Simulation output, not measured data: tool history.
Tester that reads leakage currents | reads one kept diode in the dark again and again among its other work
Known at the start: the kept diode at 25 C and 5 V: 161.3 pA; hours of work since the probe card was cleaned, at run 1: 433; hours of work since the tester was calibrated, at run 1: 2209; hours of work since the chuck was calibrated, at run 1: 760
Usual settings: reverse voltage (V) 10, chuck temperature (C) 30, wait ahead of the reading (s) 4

run	hour	reverse voltage (V)	chuck temperature (C)	wait ahead of the reading (s)	hours of work since the probe card was cleaned	hours of work since the tester was calibrated	hours of work since the chuck was calibrated	current that the tester gives (pA)
1	0	10	30	4	433	2209	760	318.85
2	67.3	10	30	4	482	2258	809	315.36
3	151.7	10	30	4	544	2319	871	313.89
4	208.7	10	30	4	585	2361	913	309.82
5	277.7	1.3	30	4	636	2411	963	100.93
# hour 286.7: probe card cleaned and baked
6	345.3	10	30	0.61	43	2458	1010	312.5
# hour 385.2: chuck's temperature calibrated
7	390.2	1.4	45	0.61	74	2490	4	404.85
8	438.6	2.8	30	4	109	2525	39	178.32
9	523.7	2.8	30	4	171	2587	101	177.43
10	574.5	2.8	30	4	208	2624	138	176.73
# hour 633.5: probe card cleaned and baked, once more
11	636.2	2.8	32	4	2	2667	181	203.89
12	720.9	2.8	32	0.49	64	2729	243	202.98

Hidden state or all else? Some run-to-run changes of current that the tester gives (pA), split into what the settings, what came in and random variation would give without the hidden state, and what is left for the hidden state (with any gauge scatter that isn't in both results):
The hidden state here: stray current of the dirty probe card, pA a volt; current scale over the true one, %; true chuck temperature over the reading, C; drift of the gauge itself on leakage_pa, %.
Run 6 -> 7: reverse voltage (V) 10 -> 1.4, chuck temperature (C) 30 -> 45, chuck's temperature calibrated. current that the tester gives (pA) +92.35: hidden state +48.24, all else +44.11.
Run 7 -> 8: reverse voltage (V) 1.4 -> 2.8, chuck temperature (C) 45 -> 30, wait ahead of the reading (s) 0.61 -> 4. current that the tester gives (pA) -226.53: hidden state +2.21, all else -228.74.
